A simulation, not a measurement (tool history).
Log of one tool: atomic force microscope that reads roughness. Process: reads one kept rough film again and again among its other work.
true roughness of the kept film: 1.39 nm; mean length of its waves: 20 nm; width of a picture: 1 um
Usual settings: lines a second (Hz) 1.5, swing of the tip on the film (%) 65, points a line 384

run   hour  lines a second (Hz)  swing of the tip on the film (%)  points a line  roughness of the kept film (nm (root mean square))
  1      0                  1.5                                65            384                                               0.945
  2   40.6                  1.5                                65            384                                               0.909
      82.3  -- new tip fitted
  3   84.1                  1.5                                65            384                                               1.145
  4  130.5                  1.5                                65            384                                                1.06
  5  151.6                  1.5                                65            384                                               1.037
  6  181.8                  1.5                                65            384                                               0.984
  7  222.1                  1.5                                65            384                                                0.93
  8  262.8                  1.5                                65            384                                               0.889
  9  304.9                  1.5                                65            384                                               0.837
     309.9  -- new tip fitted
 10    354                  1.5                                65            384                                               1.069
 11  376.4                  1.5                                65            384                                               1.026
 12  416.1                  1.5                                65            384                                               0.979
 13  462.6                  1.5                                65            384                                               0.906
     480.8  -- height scale calibrated on a step standard
 14  488.5                  1.5                                65            384                                               0.893
 15  533.2                  1.5                                65            384                                                0.83
       537  -- new tip fitted
 16  577.9                 3.49                                65            384                                               1.046
 17  610.3                 3.49                                65            384                                               0.992
 18  647.6                 3.49                                65            384                                               0.937
 19  698.7                  1.5                                65            384                                               0.914
 20  747.2                 1.42                                65            384                                               0.856
     762.2  -- new tip fitted
 21    788                 1.42                                65            384                                               1.118
 22  810.3                 3.48                                71            682                                               1.018
 23  830.9                 1.31                                70            682                                               1.049
 24  872.9                 0.98                                57            353                                               1.006
 25  899.4                 2.16                                65            769                                               0.942
 26  932.6                 3.16                                65            273                                                0.85
 27  963.8                 3.16                                65            273                                               0.817

Run 28 comes next. What will it give?
      989.5  -- new tip fitted
 28  1013.5                 3.06                                90            384                                                   ?

{"run 28": {"roughness of the kept film (nm (root mean square))": 0.922}}
Without the tool's hidden state the same run would have given roughness of the kept film (nm (root mean square)) 0.968.

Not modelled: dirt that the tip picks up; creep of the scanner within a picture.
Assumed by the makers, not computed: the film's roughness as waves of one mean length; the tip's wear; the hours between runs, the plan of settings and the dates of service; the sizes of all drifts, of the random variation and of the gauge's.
